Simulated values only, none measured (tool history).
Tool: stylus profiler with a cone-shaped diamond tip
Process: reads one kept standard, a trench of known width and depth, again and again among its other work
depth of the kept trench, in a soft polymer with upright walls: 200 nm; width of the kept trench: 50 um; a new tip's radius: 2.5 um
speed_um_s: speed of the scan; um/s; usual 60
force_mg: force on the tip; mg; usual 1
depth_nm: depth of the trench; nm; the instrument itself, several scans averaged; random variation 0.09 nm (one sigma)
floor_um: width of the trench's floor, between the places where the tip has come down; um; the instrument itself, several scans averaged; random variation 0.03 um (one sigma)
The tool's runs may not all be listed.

Run 1, hour 0: usual settings. Result: depth_nm 200.85 nm, floor_um 47.16 um.
Run 2, hour 18.2: usual settings. Result: depth_nm 200.75 nm, floor_um 47.19 um.
Run 3, hour 27.3: usual settings. Result: depth_nm 200.9 nm, floor_um 47.1 um.
Run 4, hour 41.9: usual settings. Result: depth_nm 200.84 nm, floor_um 47.2 um.
Run 5, hour 51.9: usual settings. Result: depth_nm 200.74 nm, floor_um 47.17 um.
Run 6, hour 63.8: usual settings. Result: depth_nm 200.68 nm, floor_um 47.17 um.
Run 7, hour 79.2: usual settings. Result: depth_nm 200.9 nm, floor_um 47.2 um.
Run 8, hour 95: usual settings. Result: depth_nm 200.75 nm, floor_um 47.14 um.
Run 9, hour 113: usual settings. Result: depth_nm 200.61 nm, floor_um 47.1 um.
Run 10, hour 132.1: usual settings but speed_um_s 28 um/s, force_mg 0.85 mg. Result: depth_nm 200.63 nm, floor_um 47.27 um.
Run 11, hour 141.6: usual settings but speed_um_s 28 um/s, force_mg 0.85 mg. Result: depth_nm 200.64 nm, floor_um 47.32 um.
Run 12, hour 156.4: usual settings but speed_um_s 28 um/s, force_mg 0.85 mg. Result: depth_nm 200.66 nm, floor_um 47.31 um.
Run 13, hour 165.8: usual settings but speed_um_s 20 um/s, force_mg 0.56 mg. Result: depth_nm 200.18 nm, floor_um 47.33 um.
Run 14, hour 178: usual settings but force_mg 0.35 mg. Result: depth_nm 199.99 nm, floor_um 46.92 um.

3 ways to go on from here, each from the tool as it stands after run 14. What would each give?
Run A, hour 191.6: usual settings but force_mg 2.03 mg. Result: depth_nm ?, floor_um ?.
Run B, hour 191.6: usual settings but speed_um_s 53 um/s, force_mg 0.35 mg. Result: depth_nm ?, floor_um ?.
Run C, hour 191.6: usual settings but speed_um_s 40 um/s, force_mg 1.07 mg. Result: depth_nm ?, floor_um ?.

run  depth_nm  floor_um
  A    201.59     47.26
  B    199.96     46.97
  C    200.74      47.3
Without the tool's hidden state the same runs would have given:
run  depth_nm  floor_um
  A    202.25     47.82
  B    200.61     47.53
  C     201.4     47.86
